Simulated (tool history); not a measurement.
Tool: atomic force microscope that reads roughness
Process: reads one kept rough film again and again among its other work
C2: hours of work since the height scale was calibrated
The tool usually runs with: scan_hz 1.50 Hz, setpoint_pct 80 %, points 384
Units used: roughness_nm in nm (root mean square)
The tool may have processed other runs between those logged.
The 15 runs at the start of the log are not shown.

{"run": 16, "hour": 258.2, "scan_hz": 1.5, "setpoint_pct": 75, "points": 384, "pictures with this tip": 109, "C2": 412, "roughness_nm": 2.432}
{"hour": 263.3, "done": "new tip fitted"}
{"run": 17, "hour": 268.8, "scan_hz": 0.69, "setpoint_pct": 80, "points": 710, "pictures with this tip": 9, "C2": 420, "roughness_nm": 2.742}
{"run": 18, "hour": 284.1, "scan_hz": 0.69, "setpoint_pct": 80, "points": 710, "pictures with this tip": 35, "C2": 432, "roughness_nm": 2.678}
{"run": 19, "hour": 298.2, "scan_hz": 0.69, "setpoint_pct": 55, "points": 603, "pictures with this tip": 59, "C2": 443, "roughness_nm": 2.734}
{"run": 20, "hour": 318.0, "scan_hz": 0.69, "setpoint_pct": 55, "points": 603, "pictures with this tip": 92, "C2": 459, "roughness_nm": 2.682}
{"hour": 332.2, "done": "new tip fitted"}
{"run": 21, "hour": 332.5, "scan_hz": 1.31, "setpoint_pct": 72, "points": 629, "pictures with this tip": 0, "C2": 470, "roughness_nm": 2.716}
{"run": 22, "hour": 351.3, "scan_hz": 1.31, "setpoint_pct": 72, "points": 629, "pictures with this tip": 32, "C2": 485, "roughness_nm": 2.646}
{"run": 23, "hour": 363.0, "scan_hz": 1.5, "setpoint_pct": 85, "points": 263, "pictures with this tip": 51, "C2": 494, "roughness_nm": 2.387}
{"run": 24, "hour": 377.5, "scan_hz": 1.5, "setpoint_pct": 85, "points": 263, "pictures with this tip": 76, "C2": 505, "roughness_nm": 2.329}
{"run": 25, "hour": 392.0, "scan_hz": 1.97, "setpoint_pct": 81, "points": 384, "pictures with this tip": 100, "C2": 517, "roughness_nm": 2.293}
{"hour": 402.2, "done": "new tip fitted"}
{"run": 26, "hour": 414.6, "scan_hz": 0.62, "setpoint_pct": 80, "points": 384, "pictures with this tip": 21, "C2": 534, "roughness_nm": 2.707}
{"run": 27, "hour": 427.8, "scan_hz": 0.62, "setpoint_pct": 80, "points": 384, "pictures with this tip": 43, "C2": 545, "roughness_nm": 2.658}
{"run": 28, "hour": 450.8, "scan_hz": 3.45, "setpoint_pct": 57, "points": 747, "pictures with this tip": 82, "C2": 563, "roughness_nm": 2.566}
{"run": 29, "hour": 464.8, "scan_hz": 0.68, "setpoint_pct": 80, "points": 574, "pictures with this tip": 105, "C2": 574, "roughness_nm": 2.558}
{"hour": 472.4, "done": "new tip fitted"}
{"run": 30, "hour": 486.6, "scan_hz": 3.4, "setpoint_pct": 56, "points": 1003, "pictures with this tip": 24, "C2": 590, "roughness_nm": 2.694}

Predict each of these 5 candidate next runs independently; none follows another, all start after run 30:
{"run": "A", "hour": 505.7, "scan_hz": 1.5, "setpoint_pct": 80, "points": 259, "pictures with this tip": 57, "C2": 606, "roughness_nm": "?"}
{"run": "B", "hour": 505.7, "scan_hz": 1.5, "setpoint_pct": 66, "points": 741, "pictures with this tip": 57, "C2": 606, "roughness_nm": "?"}
{"run": "C", "hour": 505.7, "scan_hz": 0.73, "setpoint_pct": 72, "points": 701, "pictures with this tip": 57, "C2": 606, "roughness_nm": "?"}
{"run": "D", "hour": 505.7, "scan_hz": 3.4, "setpoint_pct": 74, "points": 992, "pictures with this tip": 57, "C2": 606, "roughness_nm": "?"}
{"run": "E", "hour": 505.7, "scan_hz": 1.5, "setpoint_pct": 56, "points": 504, "pictures with this tip": 57, "C2": 606, "roughness_nm": "?"}

run=A roughness_nm=2.455
run=B roughness_nm=2.667
run=C roughness_nm=2.677
run=D roughness_nm=2.341
run=E roughness_nm=2.715
What these runs would have given with no unlogged condition in the tool:
run=A roughness_nm=2.528
run=B roughness_nm=2.746
run=C roughness_nm=2.757
run=D roughness_nm=2.411
run=E roughness_nm=2.796

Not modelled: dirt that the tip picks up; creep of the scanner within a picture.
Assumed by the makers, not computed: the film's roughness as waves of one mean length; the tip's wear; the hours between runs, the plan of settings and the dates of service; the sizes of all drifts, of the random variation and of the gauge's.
